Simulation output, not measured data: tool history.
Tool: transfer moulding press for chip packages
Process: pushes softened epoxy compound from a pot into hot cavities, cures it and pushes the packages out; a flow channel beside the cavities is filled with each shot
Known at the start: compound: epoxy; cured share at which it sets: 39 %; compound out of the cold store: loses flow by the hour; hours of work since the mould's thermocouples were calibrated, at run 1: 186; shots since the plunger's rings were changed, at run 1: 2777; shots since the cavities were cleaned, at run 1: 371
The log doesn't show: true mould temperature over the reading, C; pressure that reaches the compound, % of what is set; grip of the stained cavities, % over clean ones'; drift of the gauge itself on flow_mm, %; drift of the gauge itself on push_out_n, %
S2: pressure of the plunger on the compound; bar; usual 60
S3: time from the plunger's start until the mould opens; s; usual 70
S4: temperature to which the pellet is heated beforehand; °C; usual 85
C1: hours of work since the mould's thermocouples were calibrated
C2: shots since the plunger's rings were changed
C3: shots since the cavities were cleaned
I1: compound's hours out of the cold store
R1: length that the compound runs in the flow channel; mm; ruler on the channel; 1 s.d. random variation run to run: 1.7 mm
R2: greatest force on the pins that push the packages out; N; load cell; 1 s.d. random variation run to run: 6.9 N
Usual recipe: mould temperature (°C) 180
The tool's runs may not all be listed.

{"run": 1, "hour": 0.0, "mould temperature (°C)": 180, "S2": 60, "S3": 70, "S4": 85, "C1": 186, "C2": 2777, "C3": 371, "I1": 23.9, "R1": 604, "R2": 391}
{"hour": 5.8, "done": "plunger's sealing rings changed"}
{"hour": 13.5, "done": "cavities cleaned with cleaning compound and waxed"}
{"run": 2, "hour": 16.3, "mould temperature (°C)": 180, "S2": 60, "S3": 70, "S4": 85, "C1": 195, "C2": 155, "C3": 47, "I1": 25.8, "R1": 623, "R2": 497}
{"run": 3, "hour": 26.7, "mould temperature (°C)": 180, "S2": 60, "S3": 70, "S4": 85, "C1": 202, "C2": 335, "C3": 227, "I1": 36.7, "R1": 587, "R2": 495}
{"run": 4, "hour": 38.9, "mould temperature (°C)": 180, "S2": 60, "S3": 70, "S4": 85, "C1": 210, "C2": 545, "C3": 437, "I1": 40.4, "R1": 574, "R2": 489}
{"hour": 46.4, "done": "cavities cleaned with cleaning compound and waxed"}
{"run": 5, "hour": 48.4, "mould temperature (°C)": 180, "S2": 60, "S3": 70, "S4": 85, "C1": 215, "C2": 682, "C3": 34, "I1": 37.6, "R1": 584, "R2": 281}
{"run": 6, "hour": 57.4, "mould temperature (°C)": 180, "S2": 60, "S3": 70, "S4": 85, "C1": 221, "C2": 837, "C3": 189, "I1": 37.1, "R1": 585, "R2": 337}
{"run": 7, "hour": 63.1, "mould temperature (°C)": 180, "S2": 60, "S3": 70, "S4": 85, "C1": 225, "C2": 936, "C3": 288, "I1": 37.5, "R1": 579, "R2": 376}
{"run": 8, "hour": 75.5, "mould temperature (°C)": 180, "S2": 60, "S3": 70, "S4": 85, "C1": 233, "C2": 1148, "C3": 500, "I1": 9.2, "R1": 668, "R2": 441}
{"hour": 79.6, "done": "cavities cleaned with cleaning compound and waxed"}
{"hour": 82.7, "done": "cavities cleaned with cleaning compound and waxed, once more"}
{"run": 9, "hour": 88.6, "mould temperature (°C)": 180, "S2": 63.7, "S3": 70, "S4": 85, "C1": 240, "C2": 1324, "C3": 102, "I1": 24.5, "R1": 635, "R2": 325}
{"run": 10, "hour": 97.5, "mould temperature (°C)": 188, "S2": 60, "S3": 85, "S4": 82, "C1": 246, "C2": 1476, "C3": 254, "I1": 27.1, "R1": 592, "R2": 304}
{"run": 11, "hour": 106.9, "mould temperature (°C)": 188, "S2": 60, "S3": 85, "S4": 82, "C1": 252, "C2": 1638, "C3": 416, "I1": 15.2, "R1": 627, "R2": 341}

Predict each of these 4 candidate next runs independently; none follows another, all start after run 11:
{"hour": 116.0, "done": "cavities cleaned with cleaning compound and waxed"}
{"run": "A", "hour": 117.3, "mould temperature (°C)": 188, "S2": 60, "S3": 93, "S4": 87, "C1": 258, "C2": 1791, "C3": 21, "I1": 24.4, "R1": "?", "R2": "?"}
{"hour": 116.0, "done": "cavities cleaned with cleaning compound and waxed"}
{"run": "B", "hour": 117.3, "mould temperature (°C)": 188, "S2": 65.8, "S3": 85, "S4": 82, "C1": 258, "C2": 1791, "C3": 21, "I1": 29, "R1": "?", "R2": "?"}
{"hour": 116.0, "done": "cavities cleaned with cleaning compound and waxed"}
{"run": "C", "hour": 117.3, "mould temperature (°C)": 185, "S2": 60, "S3": 70, "S4": 85, "C1": 258, "C2": 1791, "C3": 21, "I1": 10, "R1": "?", "R2": "?"}
{"hour": 116.0, "done": "cavities cleaned with cleaning compound and waxed"}
{"run": "D", "hour": 117.3, "mould temperature (°C)": 173, "S2": 57.2, "S3": 70, "S4": 94, "C1": 258, "C2": 1791, "C3": 21, "I1": 46, "R1": "?", "R2": "?"}

run=A R1=596 R2=242
run=B R1=614 R2=248
run=C R1=649 R2=255
run=D R1=551 R2=385
Without the tool's unlogged condition, the same runs would have read:
run=A R1=614 R2=232
run=B R1=632 R2=238
run=C R1=668 R2=247
run=D R1=568 R2=384

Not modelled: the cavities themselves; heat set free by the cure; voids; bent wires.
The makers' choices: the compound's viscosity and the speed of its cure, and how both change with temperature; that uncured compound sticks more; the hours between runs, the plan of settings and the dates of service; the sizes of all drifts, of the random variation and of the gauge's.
